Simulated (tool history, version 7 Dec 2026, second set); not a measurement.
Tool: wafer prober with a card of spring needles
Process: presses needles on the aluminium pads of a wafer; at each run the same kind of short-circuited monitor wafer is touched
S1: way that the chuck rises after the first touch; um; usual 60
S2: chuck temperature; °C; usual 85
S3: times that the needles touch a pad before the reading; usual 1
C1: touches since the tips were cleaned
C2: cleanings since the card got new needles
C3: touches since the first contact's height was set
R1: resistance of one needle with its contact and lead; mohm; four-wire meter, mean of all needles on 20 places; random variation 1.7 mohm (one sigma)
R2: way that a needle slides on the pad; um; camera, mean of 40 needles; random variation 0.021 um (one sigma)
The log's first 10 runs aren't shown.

run,day,S1,S2,S3,C1,C2,C3,R1,R2
# day 13.767: tips cleaned on abrasive film
# day 14.412: tips cleaned on abrasive film
# day 15.117: tips cleaned on abrasive film
11,15.254,60,113,1,943,25,124501,252,11.42
# day 15.825: tips cleaned on abrasive film
# day 16.471: tips cleaned on abrasive film
# day 17.221: tips cleaned on abrasive film
12,17.571,60,113,1,2394,28,140225,310,11.33
# day 17.892: tips cleaned on abrasive film
13,18.533,60,113,1,4366,29,146758,361,11.35
# day 18.696: tips cleaned on abrasive film
# day 19.404: tips cleaned on abrasive film
14,19.854,60,113,1,3078,31,155730,338,11.30
# day 20.121: tips cleaned on abrasive film
# day 20.883: tips cleaned on abrasive film
15,21.067,60,113,1,1241,33,163961,266,11.28
# day 21.596: tips cleaned on abrasive film
# day 22.246: tips cleaned on abrasive film
16,22.571,67,39,2,2219,35,174171,231,12.62
# day 22.996: tips cleaned on abrasive film
# day 23.300: height of the first contact set anew
# day 23.729: tips cleaned on abrasive film
17,24.104,66,85,1,2542,37,5456,290,12.85
# day 24.429: tips cleaned on abrasive film
# day 25.125: tips cleaned on abrasive film
18,25.125,44,29,1,0,39,12390,218,8.54

Run 19 comes next. What will it give?
# day 25.771: tips cleaned on abrasive film
19,26.204,42,29,1,2967,40,19733,?,?

{"run 19": {"R1": 465, "R2": 8.17}}
Without the tool's hidden state the same run would have given R1 178 mohm, R2 8.23 um.
